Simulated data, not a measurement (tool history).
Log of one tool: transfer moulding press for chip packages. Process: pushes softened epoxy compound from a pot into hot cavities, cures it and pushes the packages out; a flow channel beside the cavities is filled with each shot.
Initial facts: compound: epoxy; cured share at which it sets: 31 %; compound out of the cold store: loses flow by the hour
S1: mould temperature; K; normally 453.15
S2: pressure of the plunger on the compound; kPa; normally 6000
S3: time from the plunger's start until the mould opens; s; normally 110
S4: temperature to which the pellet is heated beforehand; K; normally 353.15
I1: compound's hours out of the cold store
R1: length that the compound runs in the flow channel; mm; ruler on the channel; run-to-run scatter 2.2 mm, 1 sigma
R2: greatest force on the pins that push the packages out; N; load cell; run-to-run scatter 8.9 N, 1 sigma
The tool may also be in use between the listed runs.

{"run": 1, "day": 0.0, "S1": 453.15, "S2": 6000, "S3": 110, "S4": 353.15, "I1": 25.2, "R1": 827, "R2": 714}
{"day": 0.629, "done": "cavities cleaned with cleaning compound and waxed"}
{"run": 2, "day": 0.658, "S1": 453.15, "S2": 6000, "S3": 110, "S4": 353.15, "I1": 30.7, "R1": 795, "R2": 404}
{"run": 3, "day": 0.958, "S1": 453.15, "S2": 6000, "S3": 110, "S4": 353.15, "I1": 17.0, "R1": 871, "R2": 452}
{"run": 4, "day": 1.221, "S1": 453.15, "S2": 6000, "S3": 110, "S4": 353.15, "I1": 40.6, "R1": 740, "R2": 459}
{"run": 5, "day": 1.538, "S1": 453.15, "S2": 6000, "S3": 110, "S4": 353.15, "I1": 39.7, "R1": 741, "R2": 460}
{"run": 6, "day": 1.967, "S1": 453.15, "S2": 6000, "S3": 110, "S4": 353.15, "I1": 12.2, "R1": 902, "R2": 535}
{"run": 7, "day": 2.35, "S1": 453.15, "S2": 6000, "S3": 110, "S4": 353.15, "I1": 33.6, "R1": 773, "R2": 540}
{"run": 8, "day": 2.767, "S1": 453.15, "S2": 6000, "S3": 110, "S4": 353.15, "I1": 44.3, "R1": 717, "R2": 558}
{"run": 9, "day": 3.221, "S1": 453.15, "S2": 6000, "S3": 110, "S4": 353.15, "I1": 44.9, "R1": 716, "R2": 572}
{"run": 10, "day": 3.492, "S1": 453.15, "S2": 6000, "S3": 110, "S4": 353.15, "I1": 30.0, "R1": 793, "R2": 611}
{"run": 11, "day": 4.025, "S1": 453.15, "S2": 6210, "S3": 110, "S4": 353.15, "I1": 39.7, "R1": 750, "R2": 625}
{"run": 12, "day": 4.308, "S1": 453.15, "S2": 6210, "S3": 110, "S4": 353.15, "I1": 42.3, "R1": 737, "R2": 640}
{"run": 13, "day": 4.771, "S1": 453.15, "S2": 6210, "S3": 110, "S4": 352.15, "I1": 41.8, "R1": 738, "R2": 636}
{"run": 14, "day": 5.079, "S1": 448.15, "S2": 6000, "S3": 110, "S4": 353.15, "I1": 40.9, "R1": 738, "R2": 816}
{"run": 15, "day": 5.421, "S1": 448.15, "S2": 6000, "S3": 143, "S4": 353.15, "I1": 12.6, "R1": 902, "R2": 591}
{"run": 16, "day": 5.738, "S1": 448.15, "S2": 6000, "S3": 143, "S4": 353.15, "I1": 19.4, "R1": 851, "R2": 629}
{"run": 17, "day": 6.025, "S1": 454.15, "S2": 7000, "S3": 132, "S4": 343.15, "I1": 46.9, "R1": 750, "R2": 571}
{"day": 6.629, "done": "cavities cleaned with cleaning compound and waxed"}
{"run": 18, "day": 6.646, "S1": 454.15, "S2": 7000, "S3": 132, "S4": 343.15, "I1": 42.2, "R1": 769, "R2": 322}
{"run": 19, "day": 6.925, "S1": 450.15, "S2": 6960, "S3": 115, "S4": 343.15, "I1": 28.8, "R1": 859, "R2": 462}
{"run": 20, "day": 7.508, "S1": 457.15, "S2": 6960, "S3": 115, "S4": 359.15, "I1": 26.7, "R1": 857, "R2": 398}
{"run": 21, "day": 7.967, "S1": 453.15, "S2": 6000, "S3": 110, "S4": 356.15, "I1": 44.6, "R1": 706, "R2": 488}
{"run": 22, "day": 8.479, "S1": 453.15, "S2": 6000, "S3": 110, "S4": 356.15, "I1": 24.4, "R1": 814, "R2": 551}
{"run": 23, "day": 8.729, "S1": 453.15, "S2": 6000, "S3": 110, "S4": 356.15, "I1": 32.0, "R1": 768, "R2": 558}
{"run": 24, "day": 9.179, "S1": 453.15, "S2": 6000, "S3": 110, "S4": 356.15, "I1": 11.7, "R1": 884, "R2": 611}
{"run": 25, "day": 9.708, "S1": 446.15, "S2": 6000, "S3": 110, "S4": 347.15, "I1": 46.6, "R1": 701, "R2": 836}
{"run": 26, "day": 10.283, "S1": 445.15, "S2": 6000, "S3": 103, "S4": 353.15, "I1": 11.7, "R1": 897, "R2": 1251}
{"run": 27, "day": 10.571, "S1": 453.15, "S2": 5810, "S3": 118, "S4": 350.15, "I1": 34.1, "R1": 740, "R2": 602}
{"run": 28, "day": 10.967, "S1": 453.15, "S2": 5810, "S3": 144, "S4": 350.15, "I1": 11.9, "R1": 866, "R2": 533}

Difference, measured minus no-hidden-state, one row per run. Run-to-run variation is common to both terms; the gauge's own scatter need not be:
Hidden conditions of the tool in this case: true mould temperature over the reading, C; pressure that reaches the compound, % of what is set; grip of the stained cavities, % over clean ones'; drift of the gauge itself on flow_mm, %; drift of the gauge itself on push_out_n, %.
run=1 R1=-15 R2=+302
run=2 R1=-16 R2=+0
run=3 R1=-18 R2=+29
run=4 R1=-16 R2=+51
run=5 R1=-16 R2=+75
run=6 R1=-21 R2=+114
run=7 R1=-19 R2=+135
run=8 R1=-19 R2=+156
run=9 R1=-19 R2=+179
run=10 R1=-22 R2=+200
run=11 R1=-22 R2=+222
run=12 R1=-22 R2=+231
run=13 R1=-23 R2=+241
run=14 R1=-24 R2=+315
run=15 R1=-30 R2=+237
run=16 R1=-30 R2=+258
run=17 R1=-26 R2=+238
run=18 R1=-28 R2=+3
run=19 R1=-32 R2=+25
run=20 R1=-33 R2=+65
run=21 R1=-29 R2=+103
run=22 R1=-34 R2=+143
run=23 R1=-33 R2=+154
run=24 R1=-39 R2=+188
run=25 R1=-32 R2=+278
run=26 R1=-42 R2=+446
run=27 R1=-35 R2=+228
run=28 R1=-43 R2=+213
